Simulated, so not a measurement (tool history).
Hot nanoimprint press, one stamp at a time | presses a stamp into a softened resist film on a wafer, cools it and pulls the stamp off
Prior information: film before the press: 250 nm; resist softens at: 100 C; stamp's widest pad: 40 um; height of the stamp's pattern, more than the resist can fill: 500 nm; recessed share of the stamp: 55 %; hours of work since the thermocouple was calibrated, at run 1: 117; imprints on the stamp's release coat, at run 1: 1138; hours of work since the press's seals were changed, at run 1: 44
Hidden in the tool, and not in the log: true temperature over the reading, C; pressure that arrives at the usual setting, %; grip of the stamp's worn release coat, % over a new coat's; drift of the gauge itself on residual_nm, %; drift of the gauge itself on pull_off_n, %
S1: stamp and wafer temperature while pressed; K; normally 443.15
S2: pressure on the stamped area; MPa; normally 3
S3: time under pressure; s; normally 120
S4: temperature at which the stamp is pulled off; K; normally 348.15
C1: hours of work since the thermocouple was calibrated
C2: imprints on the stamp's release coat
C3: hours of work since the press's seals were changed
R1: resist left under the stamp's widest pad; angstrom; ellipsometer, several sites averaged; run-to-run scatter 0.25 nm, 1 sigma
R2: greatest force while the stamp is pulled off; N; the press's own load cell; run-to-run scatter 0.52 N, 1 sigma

run 1 day=0 | S1=443.15 S2=3 S3=120 S4=348.15 | C1=117 C2=1138 C3=44 | R1=1288 R2=124
run 2 day=0.258 | S1=443.15 S2=2.72 S3=120 S4=348.15 | C1=122 C2=1159 C3=48 | R1=1343 R2=123.7
run 3 day=0.512 | S1=443.15 S2=2.72 S3=120 S4=348.15 | C1=126 C2=1180 C3=52 | R1=1346 R2=124.5
run 4 day=0.8 | S1=443.15 S2=2.72 S3=120 S4=348.15 | C1=131 C2=1203 C3=57 | R1=1339 R2=123.8
run 5 day=1.129 | S1=443.15 S2=2.72 S3=120 S4=348.15 | C1=137 C2=1229 C3=63 | R1=1341 R2=124
run 6 day=1.517 | S1=443.15 S2=2.23 S3=120 S4=348.15 | C1=143 C2=1261 C3=69 | R1=1463 R2=124.2
run 7 day=1.7 | S1=443.15 S2=3 S3=120 S4=352.15 | C1=146 C2=1275 C3=72 | R1=1282 R2=116.6
run 8 day=1.871 | S1=443.15 S2=3 S3=120 S4=352.15 | C1=149 C2=1289 C3=75 | R1=1285 R2=115.6
run 9 day=2.129 | S1=453.15 S2=4.24 S3=120 S4=334.15 | C1=154 C2=1310 C3=80 | R1=678 R2=157
-- day=2.55 stamp cleaned and given a new release coat
run 10 day=2.562 | S1=443.15 S2=3.24 S3=120 S4=348.15 | C1=157 C2=1 C3=83 | R1=1240 R2=124.7
run 11 day=2.95 | S1=449.15 S2=3.32 S3=67 S4=348.15 | C1=163 C2=32 C3=89 | R1=1150 R2=124.9
run 12 day=3.238 | S1=455.15 S2=3.32 S3=135 S4=336.15 | C1=168 C2=56 C3=94 | R1=678 R2=150.8
run 13 day=3.454 | S1=443.15 S2=3 S3=154 S4=340.15 | C1=172 C2=73 C3=98 | R1=1177 R2=142.5
run 14 day=3.629 | S1=450.15 S2=3 S3=120 S4=351.15 | C1=175 C2=87 C3=101 | R1=938 R2=118.9
run 15 day=4.017 | S1=447.15 S2=2.2 S3=67 S4=348.15 | C1=181 C2=119 C3=108 | R1=1506 R2=125.8
run 16 day=4.279 | S1=440.15 S2=3 S3=222 S4=348.15 | C1=186 C2=140 C3=112 | R1=1197 R2=125.4

Predict each of these 5 candidate next runs independently; none follows another, all start after run 16:
run A day=4.617 | S1=443.15 S2=3 S3=74 S4=336.15 | C1=192 C2=167 C3=118 | R1=? R2=?
run B day=4.617 | S1=432.15 S2=2.19 S3=222 S4=348.15 | C1=192 C2=167 C3=118 | R1=? R2=?
run C day=4.617 | S1=440.15 S2=2.93 S3=222 S4=349.15 | C1=192 C2=167 C3=118 | R1=? R2=?
run D day=4.617 | S1=440.15 S2=3 S3=100 S4=346.15 | C1=192 C2=167 C3=118 | R1=? R2=?
run E day=4.617 | S1=446.15 S2=3.4 S3=120 S4=343.15 | C1=192 C2=167 C3=118 | R1=? R2=?

run=A R1=1499 R2=153.6
run=B R1=1876 R2=125.1
run=C R1=1211 R2=124.1
run=D R1=1543 R2=130.7
run=E R1=1056 R2=137.2
Stripped of hidden state, with their random variation kept, the same runs would have yielded:
run=A R1=1499 R2=151
run=B R1=1876 R2=123
run=C R1=1211 R2=122
run=D R1=1543 R2=128.5
run=E R1=1056 R2=134.9
